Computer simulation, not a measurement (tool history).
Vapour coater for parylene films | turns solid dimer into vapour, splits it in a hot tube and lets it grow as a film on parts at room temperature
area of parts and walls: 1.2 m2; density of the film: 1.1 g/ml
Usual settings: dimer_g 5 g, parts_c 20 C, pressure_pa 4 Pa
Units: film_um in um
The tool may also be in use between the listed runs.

| run | day | dimer_g | parts_c | pressure_pa | film_um |
|---|---|---|---|---|---|
| 1 | 0 | 5 | 20 | 4 | 2.61 |
| 2 | 0.988 | 5 | 20 | 4 | 2.63 |
| 3 | 1.646 | 5 | 20 | 4 | 2.59 |
| 4 | 2.221 | 5 | 20 | 5.34 | 2.43 |
| 5 | 2.875 | 5 | 20 | 5.34 | 2.43 |
| 6 | 3.804 | 5 | 20 | 5.34 | 2.42 |
| 7 | 4.567 | 5 | 20 | 5.34 | 2.44 |
| 8 | 5.492 | 5 | 20 | 5.34 | 2.42 |
| 9 | 5.954 | 5 | 20 | 4 | 2.53 |
| 10 | 6.7 | 5 | 20 | 4 | 2.52 |
| 11 | 7.354 | 5 | 20 | 4 | 2.51 |
| 12 | 8.029 | 5 | 20 | 2.69 | 2.68 |
| 13 | 8.817 | 5 | 20 | 2.69 | 2.71 |
| 14 | 9.75 | 5 | 20 | 2.69 | 2.65 |
| 15 | 10.246 | 5 | 20 | 2.69 | 2.62 |
| 16 | 11.296 | 5 | 13 | 8.45 | 2.45 |
| 17 | 12.208 | 5 | 20 | 3.59 | 2.46 |
| 18 | 13.138 | 5 | 18 | 6.54 | 2.31 |

Forecast run 19:
| 19 | 13.883 | 5 | 18 | 3.24 | ? |

Run 19 gave film_um 2.57 um.
Without the tool's hidden state the same run would have given film_um 2.89 um.
